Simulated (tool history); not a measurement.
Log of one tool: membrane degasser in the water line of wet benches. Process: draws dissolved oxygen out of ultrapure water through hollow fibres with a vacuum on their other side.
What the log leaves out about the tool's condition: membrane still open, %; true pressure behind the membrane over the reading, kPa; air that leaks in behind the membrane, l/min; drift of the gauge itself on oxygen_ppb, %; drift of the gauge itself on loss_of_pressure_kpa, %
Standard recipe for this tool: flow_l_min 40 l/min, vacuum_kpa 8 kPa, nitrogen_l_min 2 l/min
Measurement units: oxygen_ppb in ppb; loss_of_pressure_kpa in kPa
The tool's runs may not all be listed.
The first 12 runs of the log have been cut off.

run	hour	flow_l_min	vacuum_kpa	nitrogen_l_min	hours since the membrane was changed	hours since the vacuum gauge was calibrated	hours since the vacuum lines were made tight	oxygen_ppb	loss_of_pressure_kpa
13	591.6	39	8	2	2229	4361	2321	220.3	58.02
14	660.3	39	8	2	2298	4430	2389	220	58.18
15	736	39	8	2	2373	4506	2465	218.6	58.43
16	770	39	8	2	2407	4540	2499	221.2	58.08
17	808.2	34	14.25	3.8	2446	4578	2537	240	51.02
18	841.6	34	14.25	3.8	2479	4611	2571	240.3	50.83
19	887.8	28	5.84	2	2525	4658	2617	92.1	41.64
20	929.1	24	5.04	4.13	2567	4699	2658	30.7	35.79

Run 21, settings as shown, results not yet in. Your forecast:
21	964.6	42	17.8	4.44	2602	4734	2693	?	?

oxygen_ppb: 330.6 ppb
loss_of_pressure_kpa: 62.44 kPa
If the tool had no hidden condition, the same run with the same run-to-run variation would have returned oxygen_ppb 330.5 ppb, loss_of_pressure_kpa 61.51 kPa.

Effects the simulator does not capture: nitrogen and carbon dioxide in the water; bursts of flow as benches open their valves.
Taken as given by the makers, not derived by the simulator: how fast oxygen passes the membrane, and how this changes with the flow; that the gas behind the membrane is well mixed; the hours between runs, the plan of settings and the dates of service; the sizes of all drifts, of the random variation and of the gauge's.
